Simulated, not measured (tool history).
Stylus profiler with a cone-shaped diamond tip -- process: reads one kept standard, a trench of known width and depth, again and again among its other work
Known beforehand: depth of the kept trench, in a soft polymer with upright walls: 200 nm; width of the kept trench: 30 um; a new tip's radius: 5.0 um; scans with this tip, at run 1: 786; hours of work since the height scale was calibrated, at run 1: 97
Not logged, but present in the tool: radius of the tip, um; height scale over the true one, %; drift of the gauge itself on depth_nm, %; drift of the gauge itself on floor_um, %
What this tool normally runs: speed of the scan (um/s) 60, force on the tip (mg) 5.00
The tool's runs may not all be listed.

run   hour  speed of the scan (um/s)  force on the tip (mg)  scans with this tip  hours of work since the height scale was calibrated  depth of the trench (nm)  width of the trench's floor (um)
  1    0.0                        60                   5.00                  786                                                   97                    202.08                             26.94
  2   16.4                        60                   5.00                  846                                                  105                    202.02                             26.93
  3   38.0                        60                   5.00                  925                                                  114                    202.38                             26.92
  4   52.8                        60                   5.00                  980                                                  121                    202.12                             26.93
  5   73.2                       107                   5.00                 1055                                                  130                    202.34                             26.72
  6   93.1                        60                   5.00                 1128                                                  140                    202.12                             26.97
  7  106.1                        60                   3.17                 1175                                                  145                    201.68                             26.88
  8  116.6                        60                   3.17                 1214                                                  150                    201.46                             26.86
  9  131.8                        60                   3.17                 1270                                                  157                    201.40                             26.91
 10  144.3                        60                   5.00                 1316                                                  163                    202.31                             26.91
 11  158.6                        60                   5.00                 1368                                                  169                    202.01                             26.95
 12  168.6                        60                   5.00                 1405                                                  174                    202.17                             27.01
     170.5  -- height scale calibrated on a step standard
 13  184.4                        60                   5.00                 1461                                                    6                    202.12                             26.94
 14  200.4                        60                   5.00                 1520                                                   14                    202.10                             26.93
 15  221.5                        60                   5.00                 1597                                                   23                    201.98                             27.01
 16  239.5                        60                   5.00                 1663                                                   31                    202.23                             26.89
 17  255.3                        60                   6.16                 1721                                                   38                    202.26                             26.89
 18  272.7                        60                   2.52                 1785                                                   46                    201.31                             26.78
     276.5  -- height scale calibrated on a step standard, once more
 19  290.4                        60                   5.00                 1848                                                    6                    202.45                             26.90
 20  307.4                        36                   5.00                 1911                                                   14                    202.29                             27.06
 21  322.1                        87                   5.00                 1965                                                   21                    202.33                             26.82
 22  333.6                        87                   5.00                 2007                                                   26                    202.25                             26.81
 23  343.6                        60                   7.65                 2043                                                   30                    203.06                             27.00
 24  365.0                        60                   7.65                 2122                                                   40                    202.95                             26.96
 25  378.8                        16                   5.00                 2173                                                   46                    202.21                             27.09
 26  394.6                        29                   5.00                 2231                                                   54                    202.07                             27.06
 27  414.1                        18                   9.67                 2302                                                   62                    203.45                             27.14
 28  434.9                        18                   9.67                 2378                                                   72                    203.60                             27.11
 29  446.4                        23                   5.08                 2421                                                   77                    202.24                             27.09
 30  462.2                        46                  11.93                 2479                                                   84                    204.15                             27.04
 31  474.4                        29                   9.76                 2523                                                   90                    203.77                             27.07
 32  488.9                       229                   3.14                 2577                                                   96                    201.63                             25.89
 33  500.4                       229                   3.14                 2619                                                  102                    201.70                             25.91
 34  509.6                        37                   5.00                 2653                                                  106                    202.19                             26.96
 35  525.3                        37                   5.00                 2710                                                  113                    202.13                             27.00
 36  546.0                        37                   5.00                 2786                                                  122                    202.18                             26.98
 37  562.6                        37                   5.00                 2847                                                  130                    202.32                             26.95
 38  582.6                        57                   7.26                 2921                                                  139                    202.84                             26.93
 39  603.3                       112                   5.00                 2997                                                  148                    202.30                             26.62
 40  616.7                        37                   5.00                 3046                                                  155                    202.13                             26.93

Run 41 has not been measured yet. What should we expect?
 41  636.7                       142                   6.74                 3119                                                  164                         ?                                 ?

depth of the trench (nm): 202.53
width of the trench's floor (um): 26.63
Without the tool's hidden state the same run would have given depth of the trench (nm) 202.58, width of the trench's floor (um) 26.67.
